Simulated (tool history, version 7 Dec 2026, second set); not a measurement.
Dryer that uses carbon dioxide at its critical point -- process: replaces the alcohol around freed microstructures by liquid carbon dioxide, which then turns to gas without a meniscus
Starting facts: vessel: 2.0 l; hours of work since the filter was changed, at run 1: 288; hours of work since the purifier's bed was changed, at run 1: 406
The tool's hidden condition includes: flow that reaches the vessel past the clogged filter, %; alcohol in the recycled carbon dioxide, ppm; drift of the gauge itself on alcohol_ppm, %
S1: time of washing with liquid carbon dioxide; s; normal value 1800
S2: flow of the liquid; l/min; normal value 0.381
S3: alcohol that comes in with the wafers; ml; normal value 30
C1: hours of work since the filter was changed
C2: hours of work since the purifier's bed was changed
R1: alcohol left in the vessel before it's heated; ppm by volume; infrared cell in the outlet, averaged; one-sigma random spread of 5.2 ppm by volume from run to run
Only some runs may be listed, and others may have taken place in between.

run   hour    S1     S2  S3   C1   C2    R1
  1    0.0  1800  0.381  30  288  406   356
  2   13.1  1800  0.381  30  295  413   349
  3   26.0  1140  0.381  30  301  420  1031
      47.5  -- inlet filter changed
  4   47.5  1140  0.381  30    0  430   862
  5   71.3  1140  0.381  30   12  442   856
  6   96.4  1140  0.381  30   25  455   901
  7  121.0  1140  0.381  30   37  468   908
  8  143.3  1800  0.381  30   49  479   361
  9  159.3  1800  0.643  30   57  487   271
 10  180.1  1800  0.643  30   68  498   287
 11  201.0  1860  0.381  30   78  508   366
     221.1  -- purifier's bed changed
 12  230.5  1860  0.381  30   92    5   106
 13  255.5  1800  0.381  30  104   17   138
 14  272.4  1800  0.592  30  113   26    23
 15  295.0  1980  0.381  30  125   38    85
 16  309.2  1980  0.567  39  132   45    31
 17  321.4  2280  0.567  98  138   51    35
 18  340.9  1380  0.636  30  148   61    60
 19  354.0  1380  0.636  30  155   68    67
 20  373.0  2400  0.244  74  164   77   656
 21  395.1  2100  0.381  44  176   89   140
 22  410.2  2100  0.381  44  183   96   137
 23  435.3  2640  0.381  30  196  109    78
 24  461.2  2100  0.457  21  209  122    96
 25  474.2  1680  0.268  21  216  129   555
 26  498.9  1680  0.268  21  229  142   560
 27  525.0  1800  0.381  41  242  155   268
 28  541.1  1920  0.381  41  250  163   225
 29  566.0  2100  0.466  30  263  176   112

Consider 3 possible next runs. They are alternatives, not a sequence: every one starts from the tool as it was left by run 29. What does each give?
  A  580.6  1380  0.466  30  270  183   ?
  B  580.6  2100  0.466  92  270  183   ?
  C  580.6  2040  0.322  30  270  183   ?

run   R1
  A  284
  B  155
  C  280
What these runs would have given with no unlogged condition in the tool:
run   R1
  A  136
  B   36
  C  134

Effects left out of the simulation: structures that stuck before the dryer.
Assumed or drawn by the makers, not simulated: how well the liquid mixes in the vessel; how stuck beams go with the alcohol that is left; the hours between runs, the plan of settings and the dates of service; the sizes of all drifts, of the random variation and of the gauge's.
